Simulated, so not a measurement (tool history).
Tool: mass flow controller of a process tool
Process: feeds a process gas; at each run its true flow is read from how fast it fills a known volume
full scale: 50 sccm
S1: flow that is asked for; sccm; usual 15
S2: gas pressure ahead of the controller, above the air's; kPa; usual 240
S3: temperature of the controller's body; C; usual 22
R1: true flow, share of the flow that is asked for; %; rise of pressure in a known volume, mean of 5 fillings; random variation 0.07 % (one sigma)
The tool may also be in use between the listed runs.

run    hour  S1   S2  S3      R1
  1     0.0  15  240  22   96.78
  2   202.3  15  240  22   96.74
  3   362.9  15  240  22   96.76
  4   455.3  15  240  22   96.45
  5   600.9   5  240  22   91.36
  6   757.2  15  240  22   96.47
  7   919.5  15  240  22   96.48
  8  1021.5  15  205  22   96.41
  9  1225.0  15  205  22   96.31
 10  1339.5  15  240  22   96.13
 11  1436.3  15  240  22   96.13
 12  1540.6  15  240  22   96.01
 13  1660.0  15  240  22   96.04
 14  1795.1  15  240  22   95.94
 15  1885.6  15  240  22   95.86
 16  2066.7  15  240  22   95.75
 17  2202.5  15  240  37   96.67
 18  2371.0  15  240  37   96.69
 19  2498.9  17  240  22   96.10
 20  2644.6  17  240  22   96.00
 21  2773.0  15  155  39   96.69
 22  2927.8  15  155  39   96.78
 23  3124.2  15  155  39   96.61
 24  3247.7  14  222  40   96.10
 25  3399.9  14  222  40   96.10
 26  3503.4  14  279  29   95.07
 27  3715.2   7  189  22   89.41
 28  3872.7   7  189  22   89.30
 29  4015.7   7  189  33   89.87
 30  4168.2   7  189  28   89.26
 31  4336.7   6  171  35   88.00
     4368.6  -- controller's zero set anew
 32  4544.9   9  244  38  100.33
 33  4738.2  20  195  35  100.72
 34  4838.4  50  240  35  101.37
 35  5037.7  50  240  35  101.31
 36  5236.6  50  240  35  101.32
 37  5404.5  24  240  35  100.56
 38  5569.6  24  240  35  100.49

4 ways to go on from here, each from the tool as it stands after run 38. What would each give?
  A  5666.9   7  240  22   ?
  B  5666.9   5  240  35   ?
  C  5666.9  13  277  36   ?
  D  5666.9  24  173  35   ?

run      R1
  A   97.88
  B   97.85
  C   99.71
  D  100.60
Without the tool's hidden state the same runs would have given:
run      R1
  A   98.75
  B   99.46
  C   99.71
  D  100.15
